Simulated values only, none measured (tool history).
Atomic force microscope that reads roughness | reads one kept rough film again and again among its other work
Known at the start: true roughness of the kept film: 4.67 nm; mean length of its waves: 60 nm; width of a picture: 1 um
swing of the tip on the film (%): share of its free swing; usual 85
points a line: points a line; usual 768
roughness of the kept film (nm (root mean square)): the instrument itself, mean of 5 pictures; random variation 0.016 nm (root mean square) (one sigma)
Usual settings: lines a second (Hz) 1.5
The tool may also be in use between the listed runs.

run	hour	lines a second (Hz)	swing of the tip on the film (%)	points a line	roughness of the kept film (nm (root mean square))
1	0	1.5	85	768	3.391
# hour 1.4: new tip fitted
2	11	1.5	85	768	3.965
3	17	1.5	85	768	3.945
4	28.6	1.5	85	678	3.914
5	41.2	1.5	85	768	3.819
6	50.5	1.5	85	768	3.827
7	57.2	1.5	85	768	3.78
# hour 59.1: height scale calibrated on a step standard
8	67.9	1.5	85	768	3.764
9	77.2	1.5	69	421	3.969
10	85.2	1.5	85	429	3.7
11	94.1	1.08	84	996	3.803
# hour 96: height scale calibrated on a step standard, once more
12	103	1.08	70	315	3.912
13	109.4	2.38	64	964	3.832
14	122.4	2.38	64	964	3.775

The next listed run, before its measurement:
15	129.1	2.38	64	964	?

{"run 15": {"roughness of the kept film (nm (root mean square))": 3.782}}
Without the tool's hidden state the same run would have given roughness of the kept film (nm (root mean square)) 4.228.

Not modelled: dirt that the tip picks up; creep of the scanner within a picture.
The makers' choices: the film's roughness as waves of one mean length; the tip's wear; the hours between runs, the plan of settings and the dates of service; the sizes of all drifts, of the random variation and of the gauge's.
